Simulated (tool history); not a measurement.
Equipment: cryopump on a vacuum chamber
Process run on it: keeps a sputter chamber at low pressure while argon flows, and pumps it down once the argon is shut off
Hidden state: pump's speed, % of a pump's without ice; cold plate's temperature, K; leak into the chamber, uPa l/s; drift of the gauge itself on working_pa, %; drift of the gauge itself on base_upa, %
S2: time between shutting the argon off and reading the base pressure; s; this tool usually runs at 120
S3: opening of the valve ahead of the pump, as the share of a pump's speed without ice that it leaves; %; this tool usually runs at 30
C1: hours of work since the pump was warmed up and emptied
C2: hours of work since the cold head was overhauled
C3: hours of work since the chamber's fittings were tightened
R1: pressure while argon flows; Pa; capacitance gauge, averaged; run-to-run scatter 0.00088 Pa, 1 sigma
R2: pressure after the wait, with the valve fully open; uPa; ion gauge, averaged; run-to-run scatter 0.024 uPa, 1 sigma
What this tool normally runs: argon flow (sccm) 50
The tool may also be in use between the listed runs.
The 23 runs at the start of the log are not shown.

run 24 hour=534.2 | argon_flow_(sccm)=50 S2=120 S3=35 | C1=149 C2=924 C3=1599 | R1=0.1582 R2=1.87
run 25 hour=561.8 | argon_flow_(sccm)=50 S2=120 S3=35 | C1=173 C2=947 C3=1623 | R1=0.1593 R2=1.91
run 26 hour=589.1 | argon_flow_(sccm)=21 S2=68 S3=15 | C1=196 C2=971 C3=1647 | R1=0.1538 R2=2.45
run 27 hour=615.2 | argon_flow_(sccm)=21 S2=68 S3=15 | C1=219 C2=993 C3=1669 | R1=0.1545 R2=2.51
run 28 hour=627.8 | argon_flow_(sccm)=23 S2=103 S3=15 | C1=230 C2=1004 C3=1680 | R1=0.1694 R2=2.04
run 29 hour=648.1 | argon_flow_(sccm)=23 S2=103 S3=15 | C1=247 C2=1022 C3=1698 | R1=0.1691 R2=2.10
run 30 hour=673.0 | argon_flow_(sccm)=23 S2=103 S3=15 | C1=269 C2=1043 C3=1719 | R1=0.1699 R2=2.13
run 31 hour=694.2 | argon_flow_(sccm)=23 S2=103 S3=15 | C1=287 C2=1062 C3=1737 | R1=0.1679 R2=2.11
run 32 hour=713.1 | argon_flow_(sccm)=59 S2=40 S3=15 | C1=303 C2=1078 C3=1754 | R1=0.4379 R2=3.42
run 33 hour=727.3 | argon_flow_(sccm)=68 S2=120 S3=30 | C1=316 C2=1090 C3=1766 | R1=0.2589 R2=2.06
run 34 hour=742.1 | argon_flow_(sccm)=50 S2=25 S3=15 | C1=328 C2=1103 C3=1779 | R1=0.3707 R2=4.65

Branching from run 34: 3 alternative next runs. What would each branch give?
run A hour=765.1 | argon_flow_(sccm)=50 S2=120 S3=29 | C1=348 C2=1123 C3=1798 | R1=? R2=?
run B hour=765.1 | argon_flow_(sccm)=69 S2=142 S3=15 | C1=348 C2=1123 C3=1798 | R1=? R2=?
run C hour=765.1 | argon_flow_(sccm)=50 S2=134 S3=30 | C1=348 C2=1123 C3=1798 | R1=? R2=?

run=A R1=0.1961 R2=2.13
run=B R1=0.5135 R2=1.96
run=C R1=0.1903 R2=2.02
With no hidden state in the tool, these same runs would have given:
run=A R1=0.1870 R2=0.86
run=B R1=0.5009 R2=0.74
run=C R1=0.1811 R2=0.78
